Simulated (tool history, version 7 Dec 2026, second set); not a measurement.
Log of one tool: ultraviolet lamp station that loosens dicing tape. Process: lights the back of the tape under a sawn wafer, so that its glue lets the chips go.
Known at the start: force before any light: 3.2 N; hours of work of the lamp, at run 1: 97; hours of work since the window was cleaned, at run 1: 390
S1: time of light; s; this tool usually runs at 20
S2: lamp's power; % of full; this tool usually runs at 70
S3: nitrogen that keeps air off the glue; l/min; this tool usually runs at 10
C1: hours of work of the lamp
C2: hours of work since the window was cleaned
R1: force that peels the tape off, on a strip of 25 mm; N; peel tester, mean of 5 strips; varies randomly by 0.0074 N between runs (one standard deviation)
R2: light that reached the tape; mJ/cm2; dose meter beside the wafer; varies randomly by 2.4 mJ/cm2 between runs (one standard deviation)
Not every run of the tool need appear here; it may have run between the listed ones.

| run | day | S1 | S2 | S3 | C1 | C2 | R1 | R2 |
|---|---|---|---|---|---|---|---|---|
| 1 | 0.000 | 20 | 70 | 10 | 97 | 390 | 0.371 | 226 |
| 2 | 1.338 | 20 | 70 | 10 | 115 | 408 | 0.392 | 222 |
| 3 | 2.229 | 20 | 70 | 5 | 126 | 419 | 0.548 | 222 |
| 4 | 3.304 | 20 | 70 | 10 | 141 | 433 | 0.398 | 215 |
|  | 3.858 | window cleaned of glue's vapour |
| 5 | 4.262 | 15 | 70 | 10 | 153 | 5 | 0.484 | 188 |
| 6 | 5.896 | 15 | 70 | 10 | 174 | 27 | 0.528 | 184 |
| 7 | 7.408 | 15 | 70 | 10 | 194 | 46 | 0.552 | 181 |
| 8 | 8.796 | 20 | 61 | 10 | 212 | 65 | 0.428 | 208 |
| 9 | 10.817 | 20 | 70 | 10 | 239 | 91 | 0.369 | 228 |
| 10 | 12.233 | 20 | 70 | 10 | 257 | 110 | 0.392 | 225 |
| 11 | 13.633 | 20 | 70 | 6 | 275 | 128 | 0.492 | 222 |
| 12 | 15.192 | 25 | 70 | 10 | 296 | 148 | 0.292 | 268 |
| 13 | 16.612 | 20 | 70 | 10 | 314 | 167 | 0.430 | 213 |
| 14 | 17.646 | 20 | 70 | 10 | 328 | 180 | 0.415 | 208 |
| 15 | 18.738 | 20 | 70 | 10 | 342 | 195 | 0.443 | 202 |
| 16 | 20.796 | 20 | 70 | 4 | 369 | 222 | 0.721 | 198 |
| 17 | 22.158 | 20 | 81 | 10 | 387 | 239 | 0.360 | 222 |
| 18 | 23.462 | 20 | 81 | 10 | 404 | 256 | 0.385 | 218 |
| 19 | 24.692 | 20 | 70 | 16 | 420 | 273 | 0.410 | 189 |
| 20 | 26.367 | 20 | 70 | 16 | 442 | 294 | 0.447 | 180 |
| 21 | 27.442 | 20 | 70 | 10 | 456 | 309 | 0.558 | 176 |
| 22 | 28.838 | 18 | 70 | 5 | 474 | 327 | 0.873 | 156 |
| 23 | 30.596 | 18 | 70 | 5 | 497 | 350 | 0.928 | 152 |
| 24 | 31.946 | 18 | 70 | 17 | 515 | 367 | 0.566 | 148 |
| 25 | 33.483 | 11 | 77 | 8 | 535 | 388 | 1.269 | 98 |
| 26 | 35.529 | 11 | 77 | 12 | 562 | 414 | 1.128 | 90 |
| 27 | 36.571 | 20 | 93 | 10 | 575 | 428 | 0.481 | 195 |
|  | 37.412 | window cleaned of glue's vapour |
| 28 | 38.400 | 33 | 67 | 8 | 599 | 13 | 0.304 | 274 |
| 29 | 39.379 | 33 | 67 | 8 | 612 | 26 | 0.319 | 273 |
| 30 | 40.792 | 33 | 67 | 8 | 630 | 44 | 0.342 | 262 |
| 31 | 42.767 | 12 | 86 | 12 | 656 | 70 | 0.904 | 114 |
| 32 | 44.367 | 15 | 65 | 16 | 677 | 91 | 0.919 | 109 |
|  | 46.225 | lamp changed |
| 33 | 46.396 | 11 | 65 | 4 | 2 | 117 | 1.129 | 134 |
| 34 | 48.350 | 11 | 65 | 4 | 28 | 142 | 1.172 | 129 |
| 35 | 49.733 | 14 | 85 | 5 | 46 | 161 | 0.550 | 214 |
| 36 | 51.575 | 14 | 85 | 5 | 70 | 185 | 0.591 | 209 |
| 37 | 53.612 | 14 | 65 | 6 | 97 | 211 | 0.816 | 155 |
| 38 | 54.521 | 13 | 66 | 7 | 109 | 223 | 0.809 | 146 |
| 39 | 55.462 | 13 | 66 | 7 | 121 | 236 | 0.881 | 143 |
| 40 | 57.138 | 17 | 70 | 10 | 143 | 257 | 0.475 | 190 |
| 41 | 58.800 | 35 | 67 | 10 | 164 | 279 | 0.188 | 373 |
| 42 | 60.175 | 35 | 67 | 10 | 182 | 297 | 0.194 | 363 |

Alternative continuations, all from the tool just after run 42; predict every row:
| A | 61.983 | 17 | 72 | 6 | 206 | 321 | ? | ? |
| B | 61.983 | 35 | 67 | 5 | 206 | 321 | ? | ? |
| C | 61.983 | 21 | 70 | 10 | 206 | 321 | ? | ? |
| D | 61.983 | 20 | 85 | 10 | 206 | 321 | ? | ? |
| E | 61.983 | 12 | 90 | 13 | 206 | 321 | ? | ? |

| run | R1 | R2 |
|---|---|---|
| A | 0.673 | 188 |
| B | 0.269 | 357 |
| C | 0.387 | 220 |
| D | 0.297 | 260 |
| E | 0.527 | 167 |
Stripped of hidden state, with their random variation kept, the same runs would have yielded:
| run | R1 | R2 |
|---|---|---|
| A | 0.452 | 245 |
| B | 0.193 | 467 |
| C | 0.255 | 289 |
| D | 0.203 | 340 |
| E | 0.344 | 217 |
